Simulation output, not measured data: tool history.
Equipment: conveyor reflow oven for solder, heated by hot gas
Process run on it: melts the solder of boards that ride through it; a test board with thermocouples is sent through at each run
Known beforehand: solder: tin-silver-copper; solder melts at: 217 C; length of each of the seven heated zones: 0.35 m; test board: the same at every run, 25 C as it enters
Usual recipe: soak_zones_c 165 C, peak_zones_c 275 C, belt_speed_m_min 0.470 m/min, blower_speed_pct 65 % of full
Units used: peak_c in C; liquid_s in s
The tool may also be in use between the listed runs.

run 1 hour=0.0 | soak_zones_c=165 peak_zones_c=275 belt_speed_m_min=0.470 blower_speed_pct=65 | peak_c=258.40 liquid_s=68.7
run 2 hour=8.9 | soak_zones_c=165 peak_zones_c=275 belt_speed_m_min=0.470 blower_speed_pct=65 | peak_c=258.55 liquid_s=68.8
run 3 hour=16.9 | soak_zones_c=165 peak_zones_c=275 belt_speed_m_min=0.470 blower_speed_pct=65 | peak_c=258.46 liquid_s=68.7
run 4 hour=25.4 | soak_zones_c=165 peak_zones_c=275 belt_speed_m_min=0.556 blower_speed_pct=65 | peak_c=252.32 liquid_s=52.6
run 5 hour=32.5 | soak_zones_c=165 peak_zones_c=275 belt_speed_m_min=0.556 blower_speed_pct=65 | peak_c=252.49 liquid_s=52.7
run 6 hour=41.5 | soak_zones_c=165 peak_zones_c=278 belt_speed_m_min=0.470 blower_speed_pct=65 | peak_c=260.96 liquid_s=70.6
run 7 hour=46.9 | soak_zones_c=165 peak_zones_c=275 belt_speed_m_min=0.470 blower_speed_pct=65 | peak_c=258.54 liquid_s=68.7
run 8 hour=53.3 | soak_zones_c=165 peak_zones_c=277 belt_speed_m_min=0.470 blower_speed_pct=65 | peak_c=259.96 liquid_s=70.0
run 9 hour=61.2 | soak_zones_c=165 peak_zones_c=275 belt_speed_m_min=0.470 blower_speed_pct=65 | peak_c=258.23 liquid_s=68.7
run 10 hour=68.0 | soak_zones_c=165 peak_zones_c=275 belt_speed_m_min=0.383 blower_speed_pct=65 | peak_c=264.38 liquid_s=91.1
run 11 hour=76.2 | soak_zones_c=165 peak_zones_c=274 belt_speed_m_min=0.470 blower_speed_pct=65 | peak_c=257.36 liquid_s=67.9
run 12 hour=84.9 | soak_zones_c=165 peak_zones_c=274 belt_speed_m_min=0.470 blower_speed_pct=65 | peak_c=257.42 liquid_s=68.0
run 13 hour=93.2 | soak_zones_c=165 peak_zones_c=274 belt_speed_m_min=0.470 blower_speed_pct=65 | peak_c=257.33 liquid_s=67.8
run 14 hour=101.1 | soak_zones_c=165 peak_zones_c=275 belt_speed_m_min=0.488 blower_speed_pct=65 | peak_c=256.92 liquid_s=65.0
run 15 hour=106.1 | soak_zones_c=154 peak_zones_c=275 belt_speed_m_min=0.488 blower_speed_pct=65 | peak_c=255.16 liquid_s=60.0
run 16 hour=111.4 | soak_zones_c=165 peak_zones_c=267 belt_speed_m_min=0.434 blower_speed_pct=54 | peak_c=250.91 liquid_s=68.0
run 17 hour=118.3 | soak_zones_c=165 peak_zones_c=267 belt_speed_m_min=0.434 blower_speed_pct=54 | peak_c=251.00 liquid_s=68.1
run 18 hour=123.8 | soak_zones_c=165 peak_zones_c=275 belt_speed_m_min=0.470 blower_speed_pct=65 | peak_c=257.94 liquid_s=68.5
run 19 hour=130.1 | soak_zones_c=165 peak_zones_c=283 belt_speed_m_min=0.498 blower_speed_pct=65 | peak_c=263.05 liquid_s=67.6

Here are 4 independent what-if runs from the current tool condition. What would each one return?
run A hour=135.2 | soak_zones_c=157 peak_zones_c=283 belt_speed_m_min=0.498 blower_speed_pct=65 | peak_c=? liquid_s=?
run B hour=135.2 | soak_zones_c=165 peak_zones_c=269 belt_speed_m_min=0.470 blower_speed_pct=65 | peak_c=? liquid_s=?
run C hour=135.2 | soak_zones_c=165 peak_zones_c=275 belt_speed_m_min=0.478 blower_speed_pct=65 | peak_c=? liquid_s=?
run D hour=135.2 | soak_zones_c=165 peak_zones_c=277 belt_speed_m_min=0.516 blower_speed_pct=65 | peak_c=? liquid_s=?

run=A peak_c=261.66 liquid_s=64.0
run=B peak_c=252.73 liquid_s=64.3
run=C peak_c=257.45 liquid_s=66.9
run=D peak_c=256.40 liquid_s=60.5
What these runs would have given with no unlogged condition in the tool:
run=A peak_c=262.69 liquid_s=64.4
run=B peak_c=253.69 liquid_s=64.8
run=C peak_c=258.43 liquid_s=67.3
run=D peak_c=257.40 liquid_s=61.0
